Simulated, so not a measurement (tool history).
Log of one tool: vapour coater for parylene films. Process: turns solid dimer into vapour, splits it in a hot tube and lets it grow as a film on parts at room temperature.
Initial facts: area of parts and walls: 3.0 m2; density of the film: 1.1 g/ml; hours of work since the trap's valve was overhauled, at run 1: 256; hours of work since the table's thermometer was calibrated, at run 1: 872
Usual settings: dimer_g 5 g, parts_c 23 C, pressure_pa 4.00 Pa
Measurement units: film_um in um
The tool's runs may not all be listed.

run	hour	dimer_g	parts_c	pressure_pa	hours of work since the trap's valve was overhauled	hours of work since the table's thermometer was calibrated	film_um
1	0.0	5	23	4.00	256	872	0.936
2	33.7	5	26	4.00	273	889	0.868
# hour 46.4: trap's valve overhauled
3	63.1	5	26	4.00	8	901	0.915
4	115.6	5	26	4.00	35	928	0.923
5	176.9	5	19	4.00	66	959	1.076
6	228.4	5	19	4.00	92	985	1.080
7	253.2	5	19	4.00	105	998	1.067
8	285.9	5	19	4.00	121	1014	1.069
9	345.1	5	23	4.00	151	1044	0.973
10	400.6	5	23	2.04	179	1072	1.122
11	443.7	5	23	2.04	201	1094	1.100
# hour 471.6: table's thermometer calibrated
12	481.3	5	27	4.00	220	5	0.830
13	522.6	5	27	4.00	241	26	0.826
14	580.7	5	27	4.00	270	55	0.837
# hour 601.1: trap's valve overhauled
15	634.3	5	23	4.00	17	80	0.960
# hour 669.0: table's thermometer calibrated, once more
16	676.6	5	23	4.00	38	4	1.009
17	723.5	5	23	4.00	61	28	0.995
18	755.7	5	23	4.00	78	44	0.984
19	791.4	5	23	4.00	96	62	1.004
20	823.6	5	23	4.00	112	78	0.995
21	869.2	5	23	4.00	135	101	0.980
22	926.6	5	23	4.00	164	130	0.972
23	982.7	5	23	4.00	193	159	0.969
24	1023.2	5	23	4.00	213	179	0.963
25	1072.6	3	31	2.31	238	204	0.542
26	1129.4	3	31	2.23	267	233	0.542
# hour 1152.1: trap's valve overhauled
27	1174.4	2	23	4.00	11	254	0.412
28	1199.6	4	30	4.00	24	267	0.671
29	1258.1	4	30	4.00	54	296	0.680
30	1317.1	8	16	4.00	84	326	1.872
31	1344.2	5	33	3.76	97	340	0.793
32	1398.2	5	21	11.48	125	367	0.813
33	1441.2	2	18	2.98	146	389	0.471
34	1470.9	2	18	2.98	161	404	0.473
35	1527.4	3	24	6.15	190	433	0.521
36	1565.1	5	20	3.21	209	452	1.095
37	1613.8	4	17	3.21	234	476	0.919
38	1638.5	4	17	3.21	246	489	0.933
39	1696.3	5	17	9.25	276	518	0.891
# hour 1705.0: trap's valve overhauled
40	1752.0	5	23	6.10	24	544	0.906
41	1809.0	5	23	6.10	53	573	0.892
42	1844.7	8	21	4.00	71	591	1.656
43	1892.2	4	26	4.00	95	615	0.730
44	1931.6	4	26	4.00	115	635	0.729
45	1968.5	4	26	4.00	133	654	0.727
46	2005.8	5	16	4.71	152	673	1.099

Predict each of these 4 candidate next runs independently; none follows another, all start after run 46:
A	2030.9	3	16	2.93	165	686	?
B	2030.9	5	29	2.85	165	686	?
C	2030.9	8	16	4.71	165	686	?
D	2030.9	2	30	3.30	165	686	?

run	film_um
A	0.736
B	0.901
C	1.765
D	0.335
Without the tool's unlogged condition, the same runs would have read:
run	film_um
A	0.776
B	0.950
C	1.860
D	0.353

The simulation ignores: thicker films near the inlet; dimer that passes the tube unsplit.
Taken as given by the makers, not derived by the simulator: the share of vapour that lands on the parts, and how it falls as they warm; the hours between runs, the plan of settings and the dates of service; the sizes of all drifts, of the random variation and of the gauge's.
